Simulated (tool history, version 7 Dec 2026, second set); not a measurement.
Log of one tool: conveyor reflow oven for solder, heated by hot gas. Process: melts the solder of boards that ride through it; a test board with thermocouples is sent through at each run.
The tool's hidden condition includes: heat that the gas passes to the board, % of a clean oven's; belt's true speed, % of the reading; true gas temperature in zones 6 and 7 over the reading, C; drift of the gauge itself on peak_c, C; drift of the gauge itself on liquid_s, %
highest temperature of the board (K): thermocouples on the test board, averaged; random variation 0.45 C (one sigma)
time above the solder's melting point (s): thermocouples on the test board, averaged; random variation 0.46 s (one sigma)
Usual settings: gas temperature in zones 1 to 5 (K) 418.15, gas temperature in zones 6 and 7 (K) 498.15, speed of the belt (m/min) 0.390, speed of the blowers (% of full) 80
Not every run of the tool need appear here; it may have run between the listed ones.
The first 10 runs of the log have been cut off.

run,hour,gas temperature in zones 1 to 5 (K),gas temperature in zones 6 and 7 (K),speed of the belt (m/min),speed of the blowers (% of full),hours of work since the flux was cleaned out,hours of work since the belt drive was overhauled,hours of work since the thermocouples were changed,highest temperature of the board (K),time above the solder's melting point (s)
11,82.5,416.15,498.15,0.390,80,89,253,410,487.25,81.6
12,90.5,416.15,498.15,0.390,80,93,257,414,486.65,81.6
13,99.4,418.15,498.15,0.390,80,97,262,418,487.55,83.1
14,107.1,418.15,498.15,0.390,80,100,265,422,486.95,84.0
15,115.0,418.15,498.15,0.390,80,104,269,426,487.35,83.0
16,120.4,412.15,498.15,0.469,80,107,272,428,482.15,58.6
17,129.1,412.15,499.15,0.469,80,111,276,432,482.45,59.3
18,137.9,412.15,499.15,0.313,77,115,280,436,491.45,107.1
19,148.0,412.15,499.15,0.313,77,120,285,441,492.45,106.6
20,154.6,418.15,499.15,0.390,71,123,288,444,487.55,81.9
21,160.0,422.15,489.15,0.317,76,126,290,447,482.55,102.7
22,167.7,418.15,497.15,0.321,83,129,294,451,490.75,107.3
23,179.4,418.15,497.15,0.321,83,135,300,456,490.25,107.8
24,188.0,418.15,507.15,0.359,64,139,304,460,494.75,98.1
25,195.4,418.15,496.15,0.452,80,142,307,464,481.15,64.6
26,201.7,418.15,496.15,0.452,80,146,310,467,481.95,64.6
27,210.5,429.15,498.15,0.454,53,150,314,471,480.15,66.8
28,218.0,418.15,498.15,0.390,77,153,318,475,486.35,82.0
29,226.3,418.15,498.15,0.390,77,157,322,478,486.75,83.4
30,234.6,418.15,498.15,0.390,77,161,326,482,486.75,82.4

3 ways to go on from here, each from the tool as it stands after run 30. What would each give?
A,239.8,418.15,498.15,0.402,73,164,328,485,?,?
B,239.8,418.15,510.15,0.390,80,164,328,485,?,?
C,239.8,418.15,498.15,0.390,80,164,328,485,?,?

run,highest temperature of the board (K),time above the solder's melting point (s)
A,485.95,77.3
B,498.35,93.2
C,487.25,83.1
Without the tool's hidden state the same runs would have given:
run,highest temperature of the board (K),time above the solder's melting point (s)
A,486.05,77.4
B,498.45,93.3
C,487.35,83.2

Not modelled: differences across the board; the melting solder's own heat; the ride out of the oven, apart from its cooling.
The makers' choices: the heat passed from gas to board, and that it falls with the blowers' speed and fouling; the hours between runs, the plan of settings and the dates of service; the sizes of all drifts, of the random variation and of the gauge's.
